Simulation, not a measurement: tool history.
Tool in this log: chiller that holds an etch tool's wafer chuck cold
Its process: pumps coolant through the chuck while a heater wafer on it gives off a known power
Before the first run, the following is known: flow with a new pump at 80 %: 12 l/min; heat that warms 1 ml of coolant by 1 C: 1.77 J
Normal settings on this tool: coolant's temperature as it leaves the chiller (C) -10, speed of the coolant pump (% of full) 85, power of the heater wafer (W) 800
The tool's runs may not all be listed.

| run | hour | coolant's temperature as it leaves the chiller (C) | speed of the coolant pump (% of full) | power of the heater wafer (W) | chuck's temperature once it has settled (C) | how much warmer the coolant comes back (C) |
|---|---|---|---|---|---|---|
| 1 | 0 | -10 | 85 | 800 | -1.4 | 2.09 |
| 2 | 23 | -10 | 85 | 800 | -1.3 | 2.12 |
| 3 | 60.2 | -10 | 85 | 800 | -1.5 | 2.1 |
| 4 | 89 | -7 | 85 | 800 | 1.6 | 2.09 |
| 5 | 119.2 | -7 | 85 | 800 | 1.7 | 2.11 |
| 6 | 157.5 | -10 | 85 | 800 | -1.4 | 2.1 |
| 7 | 188.4 | -10 | 74 | 800 | -0.3 | 2.48 |
| 8 | 221.4 | -16 | 85 | 800 | -7.1 | 2.12 |
| 9 | 240.1 | -6 | 85 | 800 | 2.7 | 2.12 |
| 10 | 276.9 | -6 | 85 | 800 | 2.7 | 2.09 |
| 11 | 305.5 | -8 | 85 | 698 | -0.5 | 1.85 |
| 12 | 335.8 | -8 | 85 | 698 | -0.5 | 1.83 |
| 13 | 357.6 | -19 | 90 | 645 | -12.5 | 1.58 |
| 14 | 396.7 | -19 | 90 | 645 | -12.6 | 1.59 |
| 15 | 428.2 | -12 | 71 | 986 | 0.4 | 3.21 |

Each row is a separate what-if for the run after 15, all from the same tool condition, not one after another. Results?
| A | 446.6 | -19 | 97 | 656 | ? | ? |
| B | 446.6 | -10 | 69 | 800 | ? | ? |
| C | 446.6 | -12 | 75 | 986 | ? | ? |

| run | chuck's temperature once it has settled (C) | how much warmer the coolant comes back (C) |
|---|---|---|
| A | -12.7 | 1.49 |
| B | 0.2 | 2.67 |
| C | -0.2 | 3.04 |
With no hidden state in the tool, these same runs would have given:
| run | chuck's temperature once it has settled (C) | how much warmer the coolant comes back (C) |
|---|---|---|
| A | -12.7 | 1.49 |
| B | 0.2 | 2.67 |
| C | -0.2 | 3.04 |

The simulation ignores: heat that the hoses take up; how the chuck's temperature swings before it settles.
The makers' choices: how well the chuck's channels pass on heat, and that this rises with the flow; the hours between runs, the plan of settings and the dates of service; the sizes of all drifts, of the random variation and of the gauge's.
